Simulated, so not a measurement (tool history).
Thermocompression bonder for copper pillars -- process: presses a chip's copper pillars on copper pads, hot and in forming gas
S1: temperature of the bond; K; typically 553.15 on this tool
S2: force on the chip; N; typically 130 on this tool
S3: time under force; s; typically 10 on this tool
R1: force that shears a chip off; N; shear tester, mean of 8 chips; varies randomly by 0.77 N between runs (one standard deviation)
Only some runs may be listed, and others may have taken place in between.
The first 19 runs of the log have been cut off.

Run 20, hour 238.4: usual settings but S1 535.15 K, S2 85 N, S3 15 s. Result: R1 58.4 N.
Run 21, hour 250.6: usual settings but S1 535.15 K, S2 85 N, S3 15 s. Result: R1 57 N.
Run 22, hour 258.9: usual settings but S1 568.15 K, S3 6 s. Result: R1 76.5 N.
Run 23, hour 269.7: usual settings but S1 575.15 K, S3 16 s. Result: R1 95.7 N.
Run 24, hour 284: usual settings but S2 122 N, S3 26 s. Result: R1 92 N.
Run 25, hour 291.6: usual settings but S2 122 N, S3 26 s. Result: R1 92.2 N.
Run 26, hour 306.3: usual settings but S2 122 N, S3 26 s. Result: R1 92.7 N.
Run 27, hour 317.4: usual settings but S2 114 N, S3 27 s. Result: R1 89.5 N.
Run 28, hour 328.5: usual settings but S1 561.15 K, S2 92 N, S3 16 s. Result: R1 75 N.
Run 29, hour 340.4: usual settings but S1 534.15 K, S3 19 s. Result: R1 79.8 N.
Run 30, hour 350.9: usual settings but S1 534.15 K, S3 19 s. Result: R1 79.3 N.
Run 31, hour 359.6: usual settings but S2 121 N. Result: R1 74.4 N.
Run 32, hour 374.6: usual settings but S2 121 N. Result: R1 74.7 N.
Run 33, hour 388.5: usual settings but S1 538.15 K, S2 80 N, S3 8 s. Result: R1 43.9 N.
Run 34, hour 397.8: usual settings but S1 567.15 K, S2 80 N, S3 9 s. Result: R1 59 N.
Run 35, hour 406.7: usual settings but S1 567.15 K, S2 80 N, S3 9 s. Result: R1 59.7 N.
At hour 413.6: forming gas filter changed.
Run 36, hour 414.7: usual settings but S1 567.15 K, S2 80 N, S3 9 s. Result: R1 64.1 N.
Run 37, hour 425.6: usual settings but S1 549.15 K, S2 112 N, S3 8 s. Result: R1 68.2 N.

Here are 5 independent what-if runs from the current tool condition. What would each one return?
Run A, hour 441.8: usual settings but S1 542.15 K. Result: R1 ?.
Run B, hour 441.8: usual settings but S3 14 s. Result: R1 ?.
Run C, hour 441.8: usual settings but S1 548.15 K, S3 25 s. Result: R1 ?.
Run D, hour 441.8: usual settings but S1 549.15 K, S2 85 N, S3 8 s. Result: R1 ?.
Run E, hour 441.8: usual settings but S1 564.15 K, S2 103 N. Result: R1 ?.

run    R1
  A  75.9
  B  87.3
  C    96
  D    54
  E  75.3
Stripped of hidden state, with their random variation kept, the same runs would have yielded:
run    R1
  A  71.3
  B  83.4
  C  92.8
  D  49.8
  E  71.1

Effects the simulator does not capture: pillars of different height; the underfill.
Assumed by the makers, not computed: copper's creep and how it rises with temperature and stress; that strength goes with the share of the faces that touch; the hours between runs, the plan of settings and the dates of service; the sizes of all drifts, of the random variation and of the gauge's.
